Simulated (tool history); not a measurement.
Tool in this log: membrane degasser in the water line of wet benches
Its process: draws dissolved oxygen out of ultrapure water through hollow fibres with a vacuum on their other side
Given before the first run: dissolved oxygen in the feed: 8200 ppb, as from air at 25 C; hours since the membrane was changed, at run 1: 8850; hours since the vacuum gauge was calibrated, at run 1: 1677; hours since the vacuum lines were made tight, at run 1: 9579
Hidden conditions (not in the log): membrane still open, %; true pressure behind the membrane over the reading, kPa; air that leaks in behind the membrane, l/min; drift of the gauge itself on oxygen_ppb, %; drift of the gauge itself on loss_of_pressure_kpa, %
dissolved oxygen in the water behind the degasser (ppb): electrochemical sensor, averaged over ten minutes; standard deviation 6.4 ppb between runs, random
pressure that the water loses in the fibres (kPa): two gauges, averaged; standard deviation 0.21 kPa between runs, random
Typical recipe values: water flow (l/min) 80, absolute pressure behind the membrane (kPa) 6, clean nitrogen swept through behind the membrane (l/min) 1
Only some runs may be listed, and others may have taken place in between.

run	hour	water flow (l/min)	absolute pressure behind the membrane (kPa)	clean nitrogen swept through behind the membrane (l/min)	hours since the membrane was changed	hours since the vacuum gauge was calibrated	hours since the vacuum lines were made tight	dissolved oxygen in the water behind the degasser (ppb)	pressure that the water loses in the fibres (kPa)
1	0	80	6	1	8850	1677	9579	637.2	50.1
2	194	80	6	1	9045	1871	9773	638.3	49.66
# hour 260.9: seals of the vacuum lines changed
3	435.7	80	6	1	9284	2111	175	655.7	50.03
4	685.9	80	6	1	9534	2361	425	636.8	49.54
5	906.9	80	6.21	1	9755	2582	646	659.3	49.58
6	1052.9	80	6.21	0.65	9901	2728	792	776.3	49.78
7	1285.8	80	6.21	0.65	10134	2961	1025	777.8	49.77
8	1490.5	80	6.21	0.65	10339	3166	1230	770.5	50.37
9	1643.6	80	6.21	0.65	10492	3319	1383	776.1	49.95
10	1882.3	80	6	1	10731	3558	1621	648.4	50.21
11	2066.7	80	6	0.92	10915	3742	1806	664.2	50.09
12	2309.8	80	6	0.92	11158	3985	2049	666.8	50.27
13	2445.9	80	6	0.92	11294	4121	2185	659.6	50.42
14	2567.5	80	6	0.92	11416	4243	2307	666.1	50.26
15	2765.5	80	6	0.92	11614	4441	2505	665.4	50.27
16	2998	80	6	1	11847	4673	2737	636.9	50.33
17	3166.2	80	13.97	1.04	12015	4842	2905	1494.6	50.6
18	3398.1	67	9.89	0.96	12247	5073	3137	911.8	42.37
19	3513.6	67	8.96	0.42	12362	5189	3253	1200	41.85
20	3748.4	58	9.6	0.41	12597	5424	3488	1192.4	36.73
21	3902.1	58	9.6	0.41	12751	5577	3641	1190.8	36.59
22	4143.2	51	6	1.07	12992	5819	3882	310.9	32.32
23	4301.7	80	6	1.03	13150	5977	4041	633.4	50.76
24	4488.8	80	5.88	1.03	13337	6164	4228	624.3	50.69
25	4737.6	80	5.88	1.03	13586	6413	4477	623.7	51.1
26	4913.9	124	5.87	1	13762	6589	4653	1210.2	78.71
# hour 5043.8: vacuum gauge calibrated
27	5186.2	56	9.8	2.12	14034	142	4925	450.7	35.58
28	5456.8	56	9.8	2.12	14305	413	5195	454.4	35.33
29	5643.7	56	9.8	2.12	14492	600	5382	451.6	35.52
30	5828.6	95	9.8	0.52	14677	785	5567	1645.5	60.44
# hour 5843.1: gauge calibrated
31	6038.6	52	6.43	2.97	14887	995	5777	193.1	32.48

3 options for the next run, each taken on its own from the tool as it stands now. Forecast them:
A	6170.2	57	11.78	2.26	15018	1126	5909	?	?
B	6170.2	65	6.43	2.97	15018	1126	5909	?	?
C	6170.2	112	7.03	1.49	15018	1126	5909	?	?

run	dissolved oxygen in the water behind the degasser (ppb)	pressure that the water loses in the fibres (kPa)
A	538.1	35.03
B	307.6	40.1
C	1089	69.5
Stripped of hidden state, with their random variation kept, the same runs would have yielded:
run	dissolved oxygen in the water behind the degasser (ppb)	pressure that the water loses in the fibres (kPa)
A	537.5	34.93
B	306.8	39.99
C	1086.9	69.31
